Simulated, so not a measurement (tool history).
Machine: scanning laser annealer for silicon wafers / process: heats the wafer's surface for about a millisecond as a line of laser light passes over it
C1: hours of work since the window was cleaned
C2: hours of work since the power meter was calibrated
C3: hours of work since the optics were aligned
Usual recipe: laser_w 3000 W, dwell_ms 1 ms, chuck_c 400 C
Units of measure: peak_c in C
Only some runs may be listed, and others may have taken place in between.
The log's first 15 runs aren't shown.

Run 16, hour 800.7: usual settings but chuck_c 367 C; C1 333; C2 1550; C3 362. Result: peak_c 1182 C.
Run 17, hour 864.5: usual settings; C1 377; C2 1594; C3 406. Result: peak_c 1216 C.
Run 18, hour 915.6: usual settings; C1 413; C2 1630; C3 442. Result: peak_c 1213 C.
Run 19, hour 959.2: usual settings; C1 443; C2 1660; C3 473. Result: peak_c 1212 C.
Run 20, hour 1003.3: usual settings; C1 474; C2 1691; C3 503. Result: peak_c 1212 C.
Run 21, hour 1051.2: usual settings but laser_w 3031 W, dwell_ms 1.24 ms, chuck_c 363 C; C1 508; C2 1724; C3 537. Result: peak_c 1300 C.
Run 22, hour 1118.2: usual settings but laser_w 2950 W, chuck_c 401 C; C1 554; C2 1771; C3 584. Result: peak_c 1200 C.
Run 23, hour 1179.6: usual settings but dwell_ms 0.86 ms; C1 597; C2 1814; C3 626. Result: peak_c 1145 C.
Run 24, hour 1242.1: usual settings but dwell_ms 0.87 ms; C1 641; C2 1858; C3 670. Result: peak_c 1147 C.
Run 25, hour 1280.6: usual settings but laser_w 2553 W, chuck_c 410 C; C1 668; C2 1885; C3 697. Result: peak_c 1069 C.
Run 26, hour 1336.9: usual settings but laser_w 3037 W, dwell_ms 0.87 ms, chuck_c 403 C; C1 707; C2 1924; C3 736. Result: peak_c 1163 C.
Run 27, hour 1384.7: usual settings but chuck_c 420 C; C1 740; C2 1957; C3 770. Result: peak_c 1233 C.

The next listed run, before its measurement:
Run 28, hour 1427.9: usual settings but chuck_c 401 C; C1 770; C2 1987; C3 800. Result: peak_c ?.

Run 28 gave peak_c 1211 C.
Without the tool's hidden state the same run would have given peak_c 1212 C.
